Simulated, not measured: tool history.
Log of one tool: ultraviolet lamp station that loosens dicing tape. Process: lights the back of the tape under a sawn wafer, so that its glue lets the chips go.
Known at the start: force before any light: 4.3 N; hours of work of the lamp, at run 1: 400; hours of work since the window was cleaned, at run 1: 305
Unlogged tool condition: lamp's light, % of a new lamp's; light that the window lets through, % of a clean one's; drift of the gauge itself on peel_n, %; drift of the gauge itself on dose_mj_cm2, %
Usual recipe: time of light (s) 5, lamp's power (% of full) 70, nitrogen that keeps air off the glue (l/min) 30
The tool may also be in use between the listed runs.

run    hour  time of light (s)  lamp's power (% of full)  nitrogen that keeps air off the glue (l/min)  hours of work of the lamp  hours of work since the window was cleaned  force that peels the tape off (N)  light that reached the tape (J/m2)
  1       0                  5                        70                                            30                        400                                         305                              0.332                                3820
  2    19.5                  5                        69                                            30                        408                                         313                              0.368                                3760
  3    54.2                  5                        69                                            30                        423                                         328                              0.376                                3660
  4      81                  5                        69                                            30                        434                                         339                              0.389                                3700
  5   125.1                  5                        69                                            30                        452                                         357                              0.401                                3650
  6   164.4                  5                        69                                            30                        468                                         373                              0.411                                3550
      204.2  -- window cleaned of glue's vapour
  7     209                  5                        70                                            30                        487                                           2                              0.294                                4220
  8   250.7                  5                        70                                            30                        504                                          19                                0.3                                4090
  9   293.2                  5                        70                                            30                        522                                          37                              0.305                                4130
 10   316.9                  5                        70                                            30                        531                                          47                              0.312                                4000
 11   351.4                  5                        70                                            30                        546                                          61                              0.322                                4030
 12   375.9                  5                        70                                            30                        556                                          71                               0.33                                3980
 13   415.9                  5                        70                                            30                        572                                          88                              0.336                                3930
 14   444.6                  5                        70                                            30                        584                                         100                              0.347                                3900
 15   485.3                  5                        65                                            30                        601                                         116                              0.388                                3560
 16   512.1                  5                        65                                            30                        612                                         127                              0.403                                3530
 17   538.5                  7                        65                                            30                        623                                         138                              0.199                                4960
 18   571.3                  5                        70                                            26                        637                                         152                              0.418                                3720
 19   613.7                  5                        73                                            26                        654                                         170                              0.392                                3910
 20   655.8                  5                        73                                            26                        672                                         187                              0.407                                3800
 21   679.4                  5                        70                                            30                        681                                         197                              0.409                                3640
 22   705.3                  5                        61                                            24                        692                                         207                              0.593                                3100
 23     749                  5                        61                                            20                        710                                         226                               0.67                                3100
 24   769.6                  5                        94                                            25                        719                                         234                              0.258                                4690
 25   794.9                  5                        94                                            25                        729                                         245                              0.264                                4680
 26   823.5                  5                        94                                            25                        741                                         256                              0.272                                4640
 27   855.2                  5                        94                                            25                        754                                         270                              0.278                                4620
 28   878.5                  5                        94                                            25                        764                                         279                              0.281                                4540
 29   903.8                  5                        83                                            37                        774                                         290                              0.285                                3990
 30   930.4                  5                        83                                            31                        785                                         301                              0.319                                3980
 31   959.5                  2                        70                                            11                        797                                         313                               2.25                                1320
 32  1000.4                  2                        70                                            11                        814                                         330                              2.352                                1280
 33  1027.9                  3                        97                                            47                        826                                         341                              0.511                                2740
 34    1055                  5                        96                                            57                        837                                         352                              0.187                                4390
 35  1091.1                  3                        69                                            27                        852                                         367                              1.198                                1880
 36  1117.6                  7                        62                                            34                        863                                         378                              0.306                                3830
 37  1138.1                  2                        80                                            30                        871                                         387                              1.564                                1440
     1148.4  -- window cleaned of glue's vapour
 38  1183.3                  5                        90                                            25                        890                                          14                              0.278                                4660
 39  1212.6                  8                        85                                            10                        902                                          27                              0.246                                6890
 40    1244                  8                        85                                            10                        915                                          40                              0.246                                6910
 41  1278.9                  5                        84                                            35                        929                                          54                              0.264                                4200
 42  1298.6                  5                        84                                            35                        938                                          62                              0.267                                4170

Measured minus without-hidden-state, run by run (identical run-to-run variation in each term; gauge scatter may differ):
run  force that peels the tape off (N)  light that reached the tape (J/m2)
  1                             +0.137                               -1160
  2                             +0.152                               -1160
  3                             +0.155                               -1190
  4                             +0.166                               -1240
  5                             +0.179                               -1290
  6                             +0.187                               -1330
  7                             +0.081                                -780
  8                             +0.089                                -830
  9                             +0.094                                -890
 10                             +0.102                                -900
 11                             +0.107                                -950
 12                             +0.115                                -980
 13                             +0.119                               -1030
 14                             +0.128                               -1070
 15                             +0.151                               -1030
 16                             +0.163                               -1070
 17                              +0.07                               -1520
 18                             +0.175                               -1200
 19                             +0.171                               -1330
 20                              +0.18                               -1360
 21                             +0.182                               -1350
 22                             +0.273                               -1190
 23                              +0.31                               -1240
 24                             +0.113                               -1940
 25                             +0.118                               -1990
 26                             +0.126                               -2030
 27                              +0.13                               -2080
 28                             +0.134                               -2120
 29                             +0.131                               -1900
 30                             +0.159                               -1930
 31                             +0.618                                -670
 32                             +0.662                                -680
 33                             +0.292                               -1450
 34                             +0.072                               -2400
 35                             +0.588                               -1070
 36                             +0.167                               -2270
 37                             +0.681                                -840
 38                             +0.117                               -1740
 39                               +0.1                               -2680
 40                             +0.103                               -2780
 41                             +0.117                               -1750
 42                             +0.121                               -1780
